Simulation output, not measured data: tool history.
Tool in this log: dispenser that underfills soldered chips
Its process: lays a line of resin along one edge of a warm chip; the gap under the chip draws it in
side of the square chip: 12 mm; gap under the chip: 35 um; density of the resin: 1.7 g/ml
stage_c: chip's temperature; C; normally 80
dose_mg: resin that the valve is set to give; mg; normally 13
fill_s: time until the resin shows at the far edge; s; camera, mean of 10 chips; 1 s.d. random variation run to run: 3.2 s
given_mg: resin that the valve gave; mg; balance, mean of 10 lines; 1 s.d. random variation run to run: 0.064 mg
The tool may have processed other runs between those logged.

run   hour  stage_c  dose_mg  fill_s  given_mg
  1      0       80       13   426.2     12.57
  2    8.3       95       13     336      12.4
       9.5  -- new syringe of resin
  3   15.6       95       13   207.5     12.49
  4   21.3       80       13   567.6      12.4
      25.8  -- new syringe of resin
  5     29       80       13   358.8     12.35
  6   35.1       80       13   500.4      12.3
  7   40.7       80       13   682.5      12.3
      41.8  -- new syringe of resin
  8   47.7       86       13   321.3     12.21
      57.7  -- new syringe of resin
  9   59.9       86       13     264     12.02
      64.8  -- dispensing valve cleaned and set on the balance
 10   66.9       76       13   575.2     12.92
      74.5  -- new syringe of resin
 11   76.3       76       13   409.2     12.91
 12   83.6       76       13   605.1     12.89
      90.1  -- new syringe of resin
 13   95.4       76     12.1   499.3      11.8
 14    102       76     12.1     707     11.86
     105.9  -- new syringe of resin
 15  108.1       80     11.9   347.4     11.57
 16  115.1       80     11.2   505.1     10.99
     121.7  -- new syringe of resin
 17  125.2       80       13   362.7     12.71
 18  132.1       80       13   516.9     12.52
     137.9  -- new syringe of resin
 19  137.9       80       13   305.1     12.61
 20  147.5       80       13   494.2     12.46
     153.7  -- new syringe of resin
 21  154.4       84     13.8   252.9     13.21
 22    162       93     16.4   237.9     15.81
 23    167       66     11.4  1246.8      10.9
     169.7  -- new syringe of resin
 24  175.6       65     14.1   913.1     13.42
     185.9  -- new syringe of resin
 25  186.1       65     14.1   652.8     13.24
 26  193.8       65     14.1     969     13.35
       202  -- new syringe of resin
 27  203.2       68     14.2   574.8     13.32
 28  213.7       68     14.2   979.7     13.29
       218  -- new syringe of resin
 29  219.6       68     14.2   598.5     13.24
     226.2  -- dispensing valve cleaned and set on the balance
 30  231.7       91     11.7     346     11.69
     235.3  -- new syringe of resin
 31  237.1       71       13   511.9     12.85
 32  247.7       89     13.4   368.8     13.24
     251.8  -- new syringe of resin
 33  254.9       81     16.8     325     16.55
 34  259.8       86     13.9   334.6     13.69
 35  265.9       75     16.8   760.9     16.43
     267.7  -- new syringe of resin
 36  273.9       82     11.1   401.6     10.93

Per-run results on a tool with no hidden state, each run keeping its own random variation:
Unlogged tool condition in this case: resin's viscosity, % of fresh resin's; dose that the valve gives, % of what is set; true chip temperature over the reading, C; drift of the gauge itself on fill_s, %; drift of the gauge itself on given_mg, %.
run  fill_s  given_mg
  1   314.6      13.1
  2     162     12.96
  3   156.2     13.09
  4   321.2     13.04
  5   313.6     13.03
  6   320.8     13.02
  7   328.3     13.05
  8   240.7        13
  9   241.2     12.87
 10   392.7     12.93
 11   388.3     12.97
 12     396     12.99
 13   393.9     11.96
 14   399.3     12.05
 15   326.7     11.79
 16   332.9     11.23
 17   315.8     13.05
 18   318.1      12.9
 19   321.4     13.02
 20   319.7     12.94
 21   261.5     13.75
 22   167.8     16.51
 23   679.3     11.41
 24   698.9     14.11
 25   687.2     13.99
 26   686.6     14.16
 27   583.6     14.18
 28   584.5     14.23
 29   584.6      14.2
 30     192     11.73
 31   499.2     12.93
 32   209.2     13.38
 33   298.1     16.79
 34   238.8     13.92
 35   401.3     16.75
 36   305.2     11.18
